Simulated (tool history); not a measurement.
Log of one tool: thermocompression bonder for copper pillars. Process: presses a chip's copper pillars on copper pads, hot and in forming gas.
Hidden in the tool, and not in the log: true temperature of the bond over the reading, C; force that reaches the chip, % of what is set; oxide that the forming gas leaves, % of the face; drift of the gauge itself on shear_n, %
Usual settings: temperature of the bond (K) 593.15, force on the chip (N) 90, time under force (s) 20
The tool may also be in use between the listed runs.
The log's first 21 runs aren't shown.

run,hour,temperature of the bond (K),force on the chip (N),time under force (s),hours of work since the heater was calibrated,hours of work since the force cell was calibrated,hours of work since the gas filter was changed,force that shears a chip off (N)
22,1443.4,588.15,80,19,112,275,367,37.1
# hour 1474.1: forming gas filter changed
23,1500.2,588.15,88,26,147,310,16,45
24,1549.6,607.15,102,36,179,341,48,63.4
25,1617.3,607.15,102,36,221,384,91,63.3
26,1655.5,577.15,55,20,246,408,115,25.7
27,1732.3,604.15,130,21,294,457,163,59.3
28,1807.1,578.15,65,15,341,504,211,25.5
29,1882.6,593.15,114,16,389,552,258,45.8
30,1974.4,568.15,73,20,447,610,316,26.5
31,2062.4,568.15,73,20,503,666,372,26.1
# hour 2088.1: forming gas filter changed
32,2129.7,593.15,98,32,545,708,26,52.6
33,2186.5,599.15,90,45,581,744,62,59.2
34,2265.8,599.15,90,45,631,794,112,58.5
35,2344,593.15,79,47,681,843,162,52.4
36,2401,577.15,79,47,717,879,198,43.3
37,2440.2,597.15,107,47,742,904,223,61.4
38,2497.6,597.15,62,34,778,941,259,43

Forecast run 39:
39,2567.8,593.15,90,42,822,985,303,?

{"run 39": {"force that shears a chip off (N)": 52.7}}
Without the tool's hidden state the same run would have given force that shears a chip off (N) 56.1.
